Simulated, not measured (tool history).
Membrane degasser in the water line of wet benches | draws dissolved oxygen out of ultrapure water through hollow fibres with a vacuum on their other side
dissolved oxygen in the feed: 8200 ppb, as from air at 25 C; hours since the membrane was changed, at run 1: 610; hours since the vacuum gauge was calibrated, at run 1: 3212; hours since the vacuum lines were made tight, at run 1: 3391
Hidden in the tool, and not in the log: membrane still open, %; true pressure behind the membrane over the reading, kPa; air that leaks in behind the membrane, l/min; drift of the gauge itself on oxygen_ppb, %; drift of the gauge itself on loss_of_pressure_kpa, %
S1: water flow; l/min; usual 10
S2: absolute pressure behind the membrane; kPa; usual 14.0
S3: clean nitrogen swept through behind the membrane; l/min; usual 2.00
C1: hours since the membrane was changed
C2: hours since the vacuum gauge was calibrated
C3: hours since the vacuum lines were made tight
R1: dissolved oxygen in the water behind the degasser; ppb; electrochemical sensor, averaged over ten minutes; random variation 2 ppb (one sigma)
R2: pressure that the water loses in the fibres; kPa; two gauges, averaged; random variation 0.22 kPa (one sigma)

run	hour	S1	S2	S3	C1	C2	C3	R1	R2
1	0.0	10	14.0	2.00	610	3212	3391	197.9	55.29
2	65.8	10	14.0	2.00	676	3278	3457	197.7	55.52
3	196.6	10	14.0	2.00	807	3409	3587	195.4	55.68
4	360.0	10	14.0	2.00	970	3572	3751	197.2	56.05
5	443.0	10	14.0	2.00	1053	3655	3834	199.6	55.52
6	541.0	10	14.0	2.00	1151	3753	3932	198.9	56.15
7	692.3	10	14.0	2.00	1303	3905	4083	198.5	55.49
8	777.9	10	14.0	2.00	1388	3990	4169	199.3	55.80
9	896.9	10	14.0	3.86	1507	4109	4288	136.9	55.06
10	1040.8	10	14.0	3.86	1651	4253	4432	137.1	55.43
11	1185.4	8	14.0	3.86	1796	4398	4576	82.4	43.86
12	1265.1	8	14.0	3.86	1876	4477	4656	79.2	44.10
13	1388.4	10	14.0	2.00	1999	4601	4779	199.0	54.94
14	1471.4	10	14.0	2.00	2082	4684	4862	200.3	54.86
15	1620.1	10	14.0	2.00	2231	4832	5011	198.7	54.64
16	1750.6	10	14.0	2.00	2361	4963	5141	195.6	54.79
17	1886.4	6	14.0	3.34	2497	5099	5277	52.7	32.72
18	1994.2	11	12.1	5.06	2605	5207	5385	147.9	60.57
19	2133.6	14	31.8	2.00	2744	5346	5524	669.1	76.80
20	2280.7	7	11.4	5.02	2891	5493	5672	41.3	38.26
21	2401.6	14	23.9	2.71	3012	5614	5792	477.3	76.06
22	2549.1	14	23.9	2.71	3160	5761	5940	466.0	76.14
23	2636.1	15	10.5	0.90	3247	5848	6027	532.4	81.63
24	2786.8	10	14.0	2.95	3397	5999	6178	157.9	54.73
# hour 2837.9: gauge calibrated
# hour 2888.0: seals of the vacuum lines changed
25	2901.5	10	27.0	0.88	3510	6112	14	658.8	55.78
26	2980.0	10	27.0	0.88	3588	6190	92	659.5	55.72
27	3141.1	14	32.5	1.70	3750	6351	253	739.9	77.73
28	3266.4	8	32.5	1.82	3875	6477	378	326.1	44.63
# hour 3304.8: vacuum gauge calibrated
29	3350.0	8	32.5	1.82	3958	45	462	324.9	44.25
30	3494.8	7	11.2	1.82	4103	190	606	85.9	39.06
31	3595.3	10	10.5	2.36	4203	291	707	144.8	55.30

Forecast each of these 3 alternatives for the next run:
A	3748.4	7	10.5	2.36	4356	444	860	?	?
B	3748.4	7	23.5	2.36	4356	444	860	?	?
C	3748.4	14	17.8	1.87	4356	444	860	?	?

run	R1	R2
A	65.1	38.79
B	159.3	39.03
C	468.5	77.01
Without the tool's hidden state the same runs would have given:
run	R1	R2
A	65.0	39.10
B	159.1	39.34
C	467.5	77.62
